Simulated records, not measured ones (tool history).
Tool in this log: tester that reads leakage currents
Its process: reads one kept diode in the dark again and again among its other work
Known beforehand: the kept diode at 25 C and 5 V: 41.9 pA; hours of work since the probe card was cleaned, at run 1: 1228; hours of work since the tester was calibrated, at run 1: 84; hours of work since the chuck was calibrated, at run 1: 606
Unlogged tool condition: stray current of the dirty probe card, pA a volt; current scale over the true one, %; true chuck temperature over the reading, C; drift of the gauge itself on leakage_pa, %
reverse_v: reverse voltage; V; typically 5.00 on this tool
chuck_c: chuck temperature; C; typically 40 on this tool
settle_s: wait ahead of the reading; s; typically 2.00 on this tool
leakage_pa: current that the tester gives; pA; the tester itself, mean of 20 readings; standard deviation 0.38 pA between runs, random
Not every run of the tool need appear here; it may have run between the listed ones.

run	day	reverse_v	chuck_c	settle_s	hours of work since the probe card was cleaned	hours of work since the tester was calibrated	hours of work since the chuck was calibrated	leakage_pa
1	0.000	5.00	40	2.00	1228	84	606	117.27
2	2.462	5.85	40	2.00	1272	127	650	124.99
3	3.667	5.00	40	2.00	1293	149	672	117.05
4	5.921	5.00	40	2.00	1333	189	712	116.12
5	7.679	5.00	40	2.00	1364	220	743	116.33
6	9.312	5.00	40	2.00	1393	249	772	115.97
7	10.750	5.00	40	2.00	1419	275	798	115.81
8	12.146	6.63	40	2.00	1444	299	822	129.91
9	14.454	5.48	40	8.02	1485	341	863	118.48
10	15.938	5.00	49	2.51	1511	367	890	208.69
11	17.796	5.00	49	2.51	1544	400	923	207.99

3 options for the next run, each taken on its own from the tool as it stands now. Forecast them:
A	20.417	5.00	49	4.00	1591	446	969	?
B	20.417	5.00	49	8.00	1591	446	969	?
C	20.417	5.02	49	2.51	1591	446	969	?

run	leakage_pa
A	208.15
B	206.74
C	207.35
Without the tool's hidden state the same runs would have given:
run	leakage_pa
A	225.57
B	224.05
C	224.67
